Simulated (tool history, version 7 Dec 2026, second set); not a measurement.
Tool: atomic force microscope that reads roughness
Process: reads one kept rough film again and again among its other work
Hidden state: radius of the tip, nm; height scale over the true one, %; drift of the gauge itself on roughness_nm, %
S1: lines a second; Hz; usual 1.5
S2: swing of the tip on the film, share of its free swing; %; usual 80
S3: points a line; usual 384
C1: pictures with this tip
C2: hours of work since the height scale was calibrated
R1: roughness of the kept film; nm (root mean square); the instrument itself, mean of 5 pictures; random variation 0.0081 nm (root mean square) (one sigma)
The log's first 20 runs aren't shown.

run 21 hour=517.7 | S1=1.14 S2=83 S3=492 | C1=218 C2=559 | R1=1.465
run 22 hour=555 | S1=1.5 S2=77 S3=384 | C1=280 C2=581 | R1=1.381
run 23 hour=579.9 | S1=1.5 S2=85 S3=384 | C1=322 C2=595 | R1=1.25
-- hour=605 new tip fitted
run 24 hour=610 | S1=1.01 S2=70 S3=745 | C1=8 C2=612 | R1=1.961
run 25 hour=642.9 | S1=2.21 S2=66 S3=1013 | C1=63 C2=631 | R1=1.775
run 26 hour=667.9 | S1=1.5 S2=82 S3=384 | C1=105 C2=646 | R1=1.581
run 27 hour=704.8 | S1=1.5 S2=82 S3=384 | C1=167 C2=667 | R1=1.488
run 28 hour=721 | S1=1.5 S2=82 S3=384 | C1=194 C2=676 | R1=1.449
run 29 hour=759.3 | S1=1.64 S2=80 S3=384 | C1=257 C2=698 | R1=1.382
run 30 hour=794.5 | S1=1.35 S2=80 S3=626 | C1=316 C2=719 | R1=1.373
-- hour=824.5 new tip fitted
run 31 hour=826.9 | S1=2.27 S2=80 S3=384 | C1=4 C2=737 | R1=1.634
run 32 hour=859.5 | S1=2.27 S2=80 S3=384 | C1=59 C2=756 | R1=1.554
run 33 hour=896.9 | S1=1.74 S2=78 S3=276 | C1=121 C2=777 | R1=1.535
run 34 hour=927.2 | S1=3.66 S2=78 S3=276 | C1=172 C2=795 | R1=1.253
run 35 hour=949.4 | S1=3.66 S2=58 S3=276 | C1=209 C2=808 | R1=1.5

The next listed run, before its measurement:
run 36 hour=987.8 | S1=3.49 S2=67 S3=390 | C1=273 C2=830 | R1=?

R1: 1.329 nm (root mean square)
Without the tool's hidden state the same run would have given R1 1.735 nm (root mean square).

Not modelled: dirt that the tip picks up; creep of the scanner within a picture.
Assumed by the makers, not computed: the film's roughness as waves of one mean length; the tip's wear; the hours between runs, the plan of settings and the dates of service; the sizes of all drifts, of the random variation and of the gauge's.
